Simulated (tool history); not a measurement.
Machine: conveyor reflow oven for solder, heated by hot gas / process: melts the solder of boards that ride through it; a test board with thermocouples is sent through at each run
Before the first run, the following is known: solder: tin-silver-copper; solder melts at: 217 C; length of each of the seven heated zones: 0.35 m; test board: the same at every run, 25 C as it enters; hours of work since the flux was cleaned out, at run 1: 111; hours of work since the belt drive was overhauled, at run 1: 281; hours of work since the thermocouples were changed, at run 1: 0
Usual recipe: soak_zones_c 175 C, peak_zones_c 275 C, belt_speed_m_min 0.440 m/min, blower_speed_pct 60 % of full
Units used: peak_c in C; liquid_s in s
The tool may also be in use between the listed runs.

run    hour  soak_zones_c  peak_zones_c  belt_speed_m_min  blower_speed_pct  hours of work since the flux was cleaned out  hours of work since the belt drive was overhauled  hours of work since the thermocouples were changed  peak_c  liquid_s
  1     0.0           175           275             0.440                60                                           111                                                281                                                   0   261.7      80.4
  2    49.1           175           275             0.440                60                                           150                                                320                                                  39   261.5      80.9
  3   130.1           175           275             0.440                60                                           215                                                384                                                 103   261.0      79.7
      158.1  -- flux residue cleaned out of gas plates and filters
  4   179.2           175           275             0.440                60                                            17                                                419                                                 138   262.2      79.9
  5   247.8           175           275             0.440                83                                            71                                                474                                                 193   265.4      82.9
  6   283.3           175           275             0.440                83                                           100                                                502                                                 221   265.0      82.8
  7   349.8           175           275             0.440                60                                           152                                                555                                                 274   262.1      80.7
  8   389.0           175           275             0.440                60                                           183                                                586                                                 305   261.6      80.4
  9   444.7           175           275             0.440                60                                           228                                                630                                                 349   260.9      79.6
      460.0  -- flux residue cleaned out of gas plates and filters
 10   511.8           175           275             0.440                60                                            41                                                680                                                 399   261.8      80.3
 11   578.5           175           275             0.440                60                                            94                                                733                                                 451   261.8      80.4
 12   652.2           175           288             0.440                60                                           153                                                791                                                 510   274.2      87.5
 13   692.0           168           288             0.465                80                                           184                                                823                                                 542   273.6      80.0
 14   730.6           172           288             0.465                80                                           215                                                853                                                 572   274.7      82.0
      761.1  -- flux residue cleaned out of gas plates and filters
 15   808.6           187           275             0.477                60                                            38                                                911                                                 630   260.7      78.3
 16   879.8           167           271             0.440                78                                            94                                                968                                                 687   259.8      76.3
 17   932.5           188           278             0.422                79                                           136                                               1010                                                 729   269.9      94.1
 18  1008.8           188           278             0.422                79                                           197                                               1070                                                 789   269.2      94.3
     1063.2  -- flux residue cleaned out of gas plates and filters
 19  1076.0           188           278             0.422                79                                            10                                               1120                                                 839   269.3      93.5
 20  1114.1           185           278             0.438                79                                            40                                               1150                                                 869   268.6      89.6
 21  1170.6           175           283             0.434                70                                            85                                               1195                                                 914   272.0      86.1
 22  1240.3           168           279             0.440                60                                           141                                               1250                                                 969   264.7      80.4

Each row is a separate what-if for the run after 22, all from the same tool condition, not one after another. Results?
     1265.0  -- belt drive overhauled, speed set with a stopwatch
  A  1325.2           168           279             0.440                85                                           205                                                 48                                                1033       ?         ?
     1265.0  -- belt drive overhauled, speed set with a stopwatch
  B  1325.2           173           279             0.397                84                                           205                                                 48                                                1033       ?         ?
     1265.0  -- belt drive overhauled, speed set with a stopwatch
  C  1325.2           168           285             0.440                69                                           205                                                 48                                                1033       ?         ?
     1265.0  -- belt drive overhauled, speed set with a stopwatch
  D  1325.2           175           268             0.503                62                                           205                                                 48                                                1033       ?         ?
     1265.0  -- belt drive overhauled, speed set with a stopwatch
  E  1325.2           168           278             0.482                73                                           205                                                 48                                                1033       ?         ?

run  peak_c  liquid_s
  A   268.5      82.6
  B   271.2      94.9
  C   271.3      84.3
  D   252.5      62.1
  E   263.8      70.8
Without the tool's hidden state the same runs would have given:
run  peak_c  liquid_s
  A   268.6      82.7
  B   271.3      95.0
  C   271.4      84.4
  D   252.7      62.3
  E   264.0      71.0

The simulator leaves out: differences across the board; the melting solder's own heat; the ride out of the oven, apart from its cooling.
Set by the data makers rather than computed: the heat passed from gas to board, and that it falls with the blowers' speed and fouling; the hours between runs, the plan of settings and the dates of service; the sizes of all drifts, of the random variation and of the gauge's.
